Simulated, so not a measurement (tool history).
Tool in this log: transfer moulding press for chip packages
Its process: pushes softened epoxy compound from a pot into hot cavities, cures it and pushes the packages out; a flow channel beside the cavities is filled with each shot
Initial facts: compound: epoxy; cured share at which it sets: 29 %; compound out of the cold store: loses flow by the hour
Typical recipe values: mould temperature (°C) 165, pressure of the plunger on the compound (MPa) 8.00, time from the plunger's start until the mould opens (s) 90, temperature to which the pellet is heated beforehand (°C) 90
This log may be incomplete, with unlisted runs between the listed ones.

run    hour  mould temperature (°C)  pressure of the plunger on the compound (MPa)  time from the plunger's start until the mould opens (s)  temperature to which the pellet is heated beforehand (°C)  incoming compound's hours out of the cold store  length that the compound runs in the flow channel (mm)  greatest force on the pins that push the packages out (N)
  1     0.0                     165                                           8.00                                                       90                                                         90                                             29.1                                                     843                                                        797
  2    38.9                     165                                           8.00                                                       90                                                         90                                             13.3                                                     867                                                       1013
       51.0  -- cavities cleaned with cleaning compound and waxed
  3   101.3                     165                                           8.00                                                       90                                                         90                                             47.6                                                     777                                                       1069
      123.9  -- cavities cleaned with cleaning compound and waxed
  4   173.2                     164                                           8.00                                                       90                                                         90                                             35.6                                                     801                                                       1025
      190.8  -- cavities cleaned with cleaning compound and waxed
      242.7  -- cavities cleaned with cleaning compound and waxed, once more
  5   243.1                     165                                           8.00                                                       98                                                         90                                             44.7                                                     761                                                        526
  6   297.8                     165                                           8.00                                                       98                                                         90                                             22.1                                                     800                                                        875
      312.6  -- cavities cleaned with cleaning compound and waxed
  7   347.4                     165                                           8.00                                                       98                                                         90                                             36.0                                                     754                                                        765
      379.7  -- cavities cleaned with cleaning compound and waxed
  8   381.4                     165                                           8.00                                                       90                                                         90                                             19.8                                                     790                                                        642
      387.2  -- plunger's sealing rings changed
      450.4  -- cavities cleaned with cleaning compound and waxed
  9   452.3                     172                                           8.00                                                       90                                                         90                                             43.3                                                     807                                                        471
 10   512.9                     165                                           9.85                                                       90                                                         90                                             19.8                                                     959                                                       1038
      520.6  -- cavities cleaned with cleaning compound and waxed
 11   560.0                     165                                           8.00                                                       90                                                         99                                             41.0                                                     799                                                        909
      587.6  -- cavities cleaned with cleaning compound and waxed
 12   617.8                     165                                           8.90                                                       90                                                         99                                             12.5                                                     904                                                        911
      658.5  -- cavities cleaned with cleaning compound and waxed
 13   687.7                     167                                           8.00                                                       90                                                         90                                             31.1                                                     802                                                        818
      728.1  -- cavities cleaned with cleaning compound and waxed
 14   756.5                     165                                           7.17                                                       90                                                         88                                             25.3                                                     762                                                        887
      798.2  -- cavities cleaned with cleaning compound and waxed
 15   829.0                     165                                           7.17                                                      118                                                         88                                             35.4                                                     740                                                        667
      866.4  -- cavities cleaned with cleaning compound and waxed
 16   886.3                     165                                           7.17                                                      118                                                         88                                             38.4                                                     730                                                        617
      910.1  -- plunger's sealing rings changed
 17   921.4                     165                                           6.04                                                       90                                                         90                                             17.0                                                     775                                                       1050
      939.9  -- cavities cleaned with cleaning compound and waxed
 18   954.0                     169                                           8.76                                                      116                                                         97                                             20.9                                                     916                                                        574
     1009.6  -- cavities cleaned with cleaning compound and waxed
 19  1027.3                     169                                           8.76                                                      116                                                         97                                             30.5                                                     872                                                        603
     1061.9  -- mould's thermocouples calibrated
     1078.7  -- cavities cleaned with cleaning compound and waxed
 20  1098.7                     165                                           9.06                                                       90                                                         90                                             45.1                                                     842                                                        833

Forecast run 21:
     1148.6  -- cavities cleaned with cleaning compound and waxed
 21  1162.8                     163                                           8.74                                                      126                                                         91                                             32.9                                                       ?                                                          ?

{"run 21": {"length that the compound runs in the flow channel (mm)": 845, "greatest force on the pins that push the packages out (N)": 576}}
On a tool with no hidden condition, and with the same random variation, this run would have come out at length that the compound runs in the flow channel (mm) 891, greatest force on the pins that push the packages out (N) 459.
